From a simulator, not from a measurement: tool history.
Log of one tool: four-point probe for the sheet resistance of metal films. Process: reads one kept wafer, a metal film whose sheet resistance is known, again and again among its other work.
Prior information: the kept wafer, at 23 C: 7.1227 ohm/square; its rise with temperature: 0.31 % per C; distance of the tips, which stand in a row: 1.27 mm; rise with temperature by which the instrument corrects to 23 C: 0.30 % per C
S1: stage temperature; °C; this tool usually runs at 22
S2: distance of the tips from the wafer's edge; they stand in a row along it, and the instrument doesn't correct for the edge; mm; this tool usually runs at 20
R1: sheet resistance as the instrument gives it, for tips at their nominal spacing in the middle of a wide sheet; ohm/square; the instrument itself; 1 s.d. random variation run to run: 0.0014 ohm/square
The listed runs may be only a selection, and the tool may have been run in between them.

| run | hour | S1 | S2 | R1 |
|---|---|---|---|---|
| 1 | 0 | 22 | 20 | 7.171591 |
| 2 | 54.4 | 22 | 20 | 7.17263 |
| 3 | 122.9 | 22 | 20 | 7.175356 |
| 4 | 204.2 | 22 | 24 | 7.171467 |
| 5 | 251.5 | 22 | 24 | 7.174709 |
| 6 | 331.5 | 22 | 20 | 7.177792 |
| 7 | 370.8 | 30 | 6 | 7.343994 |

Run 8, settings as shown, results not yet in. Your forecast:
| 8 | 421.2 | 23 | 12 | ? |

Run 8 measured R1 7.212322 ohm/square.
With the hidden condition absent and the run-to-run variation left alone, this run would have shown R1 7.166112 ohm/square.
